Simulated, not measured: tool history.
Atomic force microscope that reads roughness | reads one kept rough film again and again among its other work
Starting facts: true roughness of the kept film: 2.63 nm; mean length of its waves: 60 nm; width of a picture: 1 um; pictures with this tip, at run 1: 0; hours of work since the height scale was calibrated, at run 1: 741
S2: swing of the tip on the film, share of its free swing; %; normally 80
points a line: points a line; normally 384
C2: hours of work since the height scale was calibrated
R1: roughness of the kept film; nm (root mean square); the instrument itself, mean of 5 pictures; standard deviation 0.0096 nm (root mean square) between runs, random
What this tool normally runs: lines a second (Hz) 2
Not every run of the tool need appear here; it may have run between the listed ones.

Run 1, day 0: usual settings; pictures with this tip 0; C2 741. Result: R1 2.178 nm (root mean square).
Run 2, day 0.717: usual settings; pictures with this tip 39; C2 753. Result: R1 2.095 nm (root mean square).
At day 1.242: new tip fitted.
Run 3, day 1.571: usual settings; pictures with this tip 17; C2 767. Result: R1 2.137 nm (root mean square).
At day 2.388: new tip fitted.
Run 4, day 2.388: usual settings; pictures with this tip 0; C2 780. Result: R1 2.161 nm (root mean square).
Run 5, day 3.267: usual settings; pictures with this tip 47; C2 795. Result: R1 2.089 nm (root mean square).
At day 3.529: new tip fitted.
Run 6, day 4.479: usual settings; pictures with this tip 51; C2 816. Result: R1 2.074 nm (root mean square).
At day 4.779: new tip fitted.
At day 5.925: new tip fitted.
Run 7, day 5.925: usual settings; pictures with this tip 0; C2 840. Result: R1 2.18 nm (root mean square).
At day 7.079: new tip fitted.
Run 8, day 7.138: usual settings; pictures with this tip 3; C2 860. Result: R1 2.176 nm (root mean square).
Run 9, day 8.017: usual settings but S2 87 %; pictures with this tip 51; C2 875. Result: R1 1.956 nm (root mean square).
At day 8.125: height scale calibrated on a step standard.
At day 8.254: new tip fitted.
Run 10, day 9: usual settings but lines a second (Hz) 3.36, S2 65 %, points a line 945; pictures with this tip 40; C2 14. Result: R1 2.22 nm (root mean square).
At day 9.508: new tip fitted.
Run 11, day 10.517: usual settings but lines a second (Hz) 3.25, S2 83 %, points a line 440; pictures with this tip 54; C2 40. Result: R1 1.83 nm (root mean square).
At day 10.767: new tip fitted.
Run 12, day 11.467: usual settings but lines a second (Hz) 3.25, S2 83 %, points a line 550; pictures with this tip 38; C2 56. Result: R1 1.859 nm (root mean square).
At day 11.983: new tip fitted.
Run 13, day 12.35: usual settings but S2 70 %, points a line 666; pictures with this tip 20; C2 70. Result: R1 2.297 nm (root mean square).
At day 13.221: new tip fitted.
Run 14, day 13.258: usual settings but S2 70 %, points a line 666; pictures with this tip 2; C2 86. Result: R1 2.349 nm (root mean square).
At day 14.358: new tip fitted.
Run 15, day 14.804: usual settings but lines a second (Hz) 2.54, S2 57 %, points a line 314; pictures with this tip 24; C2 111. Result: R1 2.385 nm (root mean square).
At day 15.546: new tip fitted.
Run 16, day 15.892: usual settings but lines a second (Hz) 2.54, S2 57 %, points a line 314; pictures with this tip 19; C2 130. Result: R1 2.386 nm (root mean square).
At day 16.642: height scale calibrated on a step standard, once more.
Run 17, day 16.642: usual settings but S2 63 %, points a line 256; pictures with this tip 57; C2 0. Result: R1 2.285 nm (root mean square).
At day 16.767: new tip fitted.
Run 18, day 17.654: usual settings but lines a second (Hz) 3.01, S2 72 %, points a line 294; pictures with this tip 48; C2 17. Result: R1 2.075 nm (root mean square).

Forecast each of these 4 alternatives for the next run:
At day 17.917: new tip fitted.
At day 19.083: new tip fitted.
Run A, day 19.204: usual settings but lines a second (Hz) 0.61, S2 67 %; pictures with this tip 6; C2 43. Result: R1 ?.
At day 17.917: new tip fitted.
At day 19.083: new tip fitted.
Run B, day 19.204: usual settings but lines a second (Hz) 3.01, S2 72 %, points a line 740; pictures with this tip 6; C2 43. Result: R1 ?.
At day 17.917: new tip fitted.
At day 19.083: new tip fitted.
Run C, day 19.204: usual settings but lines a second (Hz) 3.9, points a line 530; pictures with this tip 6; C2 43. Result: R1 ?.
At day 17.917: new tip fitted.
At day 19.083: new tip fitted.
Run D, day 19.204: usual settings but lines a second (Hz) 1.49, S2 73 %, points a line 934; pictures with this tip 6; C2 43. Result: R1 ?.

run     R1
  A  2.497
  B  2.162
  C  1.892
  D  2.363
Had the tool no hidden state, the same runs would have come out as:
run     R1
  A   2.51
  B  2.173
  C  1.902
  D  2.375
